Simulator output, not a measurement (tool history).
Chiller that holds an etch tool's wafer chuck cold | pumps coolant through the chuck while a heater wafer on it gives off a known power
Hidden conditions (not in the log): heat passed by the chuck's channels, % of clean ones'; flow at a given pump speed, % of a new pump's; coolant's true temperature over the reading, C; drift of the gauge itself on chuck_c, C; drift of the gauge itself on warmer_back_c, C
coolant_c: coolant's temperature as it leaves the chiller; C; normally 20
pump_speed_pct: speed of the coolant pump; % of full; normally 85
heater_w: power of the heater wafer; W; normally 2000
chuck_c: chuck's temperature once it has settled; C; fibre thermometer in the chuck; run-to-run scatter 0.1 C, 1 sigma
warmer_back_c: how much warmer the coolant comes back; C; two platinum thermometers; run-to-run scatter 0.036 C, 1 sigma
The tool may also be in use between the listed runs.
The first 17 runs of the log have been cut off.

run	day	coolant_c	pump_speed_pct	heater_w	hours since the coolant was changed and the channels were flushed	hours since the pump was overhauled	hours since the chiller's thermometer was calibrated	chuck_c	warmer_back_c
18	56.021	20	88	1954	7543	1991	1831	37.7	6.56
19	60.404	20	88	1954	7648	2096	1936	37.9	6.57
20	65.017	16	84	1480	7759	2206	2047	30.1	5.19
# day 65.612: coolant pump overhauled
21	69.321	16	84	1480	7857	89	2145	30.3	5.3
22	72.346	21	69	1480	7930	162	2218	37.1	6.44
23	75.433	21	78	1144	8004	236	2292	32.6	4.39
24	78.367	22	70	1218	8074	306	2362	35	5.22
25	81.825	27	61	1605	8157	389	2445	46	7.95
26	84.683	27	61	1605	8226	458	2514	45.8	7.85
# day 86.229: coolant pump overhauled, once more
27	89.108	20	65	2000	8327	69	2615	41.9	8.62
28	92.638	24	65	2584	8412	154	2700	52.6	11.23
# day 93.15: coolant changed, channels flushed
29	96.188	18	96	1074	73	233	2779	25.5	3.23
# day 98.512: chiller's thermometer calibrated
30	98.938	18	62	1074	138	298	10	28.1	4.84
31	103.171	18	70	1641	239	400	112	32.2	6.71
32	107.029	20	90	1454	332	492	204	30.7	4.64

Each row is a separate what-if for the run after 32, all from the same tool condition, not one after another. Results?
A	111.358	27	85	2000	436	596	308	?	?
B	111.358	30	86	2000	436	596	308	?	?
C	111.358	11	90	1454	436	596	308	?	?
D	111.358	20	91	1319	436	596	308	?	?

run	chuck_c	warmer_back_c
A	42.6	6.73
B	45.4	6.7
C	22	4.66
D	29.7	4.15
With no hidden state in the tool, these same runs would have given:
run	chuck_c	warmer_back_c
A	42.3	6.71
B	45.2	6.69
C	21.8	4.64
D	29.6	4.14

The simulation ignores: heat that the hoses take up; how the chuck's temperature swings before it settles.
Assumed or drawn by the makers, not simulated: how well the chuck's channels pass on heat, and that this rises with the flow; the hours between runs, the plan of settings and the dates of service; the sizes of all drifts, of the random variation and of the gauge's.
